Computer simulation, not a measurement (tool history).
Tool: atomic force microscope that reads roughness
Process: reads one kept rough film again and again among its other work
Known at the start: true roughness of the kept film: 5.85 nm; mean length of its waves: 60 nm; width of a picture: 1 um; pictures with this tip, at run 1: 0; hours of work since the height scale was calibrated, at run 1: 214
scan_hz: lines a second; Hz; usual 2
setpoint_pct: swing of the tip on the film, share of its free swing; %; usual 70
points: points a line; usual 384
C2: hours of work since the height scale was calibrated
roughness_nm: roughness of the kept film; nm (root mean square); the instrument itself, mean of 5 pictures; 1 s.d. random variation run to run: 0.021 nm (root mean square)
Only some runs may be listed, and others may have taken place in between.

Run 1, hour 0: usual settings; pictures with this tip 0; C2 214. Result: roughness_nm 5.011 nm (root mean square).
Run 2, hour 39: usual settings but setpoint_pct 76 %; pictures with this tip 74; C2 238. Result: roughness_nm 4.588 nm (root mean square).
Run 3, hour 82.7: usual settings but setpoint_pct 76 %; pictures with this tip 158; C2 266. Result: roughness_nm 4.384 nm (root mean square).
At hour 96.9: new tip fitted.
Run 4, hour 146.4: usual settings; pictures with this tip 95; C2 305. Result: roughness_nm 4.729 nm (root mean square).
At hour 195.2: new tip fitted.
Run 5, hour 218.9: usual settings; pictures with this tip 45; C2 351. Result: roughness_nm 4.893 nm (root mean square).
At hour 291.4: new tip fitted.
Run 6, hour 294.9: usual settings but scan_hz 2.05 Hz; pictures with this tip 7; C2 398. Result: roughness_nm 5.007 nm (root mean square).
Run 7, hour 342.4: usual settings but scan_hz 2.05 Hz; pictures with this tip 97; C2 428. Result: roughness_nm 4.665 nm (root mean square).
Run 8, hour 379.4: usual settings; pictures with this tip 168; C2 451. Result: roughness_nm 4.475 nm (root mean square).
At hour 391: new tip fitted.
Run 9, hour 423.2: usual settings; pictures with this tip 62; C2 478. Result: roughness_nm 4.81 nm (root mean square).
Run 10, hour 482.2: usual settings but setpoint_pct 84 %, points 267; pictures with this tip 175; C2 516. Result: roughness_nm 4.029 nm (root mean square).
At hour 487.2: new tip fitted.
Run 11, hour 545.6: usual settings but setpoint_pct 74 %, points 494; pictures with this tip 112; C2 555. Result: roughness_nm 4.517 nm (root mean square).
At hour 583.5: new tip fitted.
Run 12, hour 604.5: usual settings but scan_hz 1.53 Hz, points 315; pictures with this tip 40; C2 592. Result: roughness_nm 4.997 nm (root mean square).
Run 13, hour 674.4: usual settings but scan_hz 0.76 Hz, points 264; pictures with this tip 174; C2 636. Result: roughness_nm 4.808 nm (root mean square).
At hour 679.3: new tip fitted.
Run 14, hour 730.5: usual settings but scan_hz 2.82 Hz, setpoint_pct 80 %, points 600; pictures with this tip 98; C2 671. Result: roughness_nm 4.122 nm (root mean square).
At hour 775.9: new tip fitted.
Run 15, hour 807.6: usual settings but scan_hz 1.29 Hz, setpoint_pct 63 %; pictures with this tip 60; C2 719. Result: roughness_nm 5.068 nm (root mean square).
At hour 878.6: new tip fitted.
Run 16, hour 883.2: usual settings but scan_hz 0.55 Hz, setpoint_pct 60 %, points 530; pictures with this tip 9; C2 766. Result: roughness_nm 5.392 nm (root mean square).
Run 17, hour 922.1: usual settings but scan_hz 0.73 Hz, setpoint_pct 60 %, points 530; pictures with this tip 83; C2 791. Result: roughness_nm 5.18 nm (root mean square).

Here are 3 independent what-if runs from the current tool condition. What would each one return?
At hour 974.5: new tip fitted.
Run A, hour 975.2: usual settings but scan_hz 0.61 Hz, points 663; pictures with this tip 2; C2 824. Result: roughness_nm ?.
At hour 974.5: new tip fitted.
Run B, hour 975.2: usual settings but scan_hz 1.02 Hz, setpoint_pct 60 %, points 271; pictures with this tip 2; C2 824. Result: roughness_nm ?.
At hour 974.5: new tip fitted.
Run C, hour 975.2: usual settings but scan_hz 0.73 Hz, setpoint_pct 60 %, points 661; pictures with this tip 2; C2 824. Result: roughness_nm ?.

run  roughness_nm
  A         5.349
  B         5.321
  C         5.467
The same runs, with their run-to-run variation unchanged, on a tool lacking any hidden condition would have given:
run  roughness_nm
  A         5.402
  B         5.373
  C          5.52
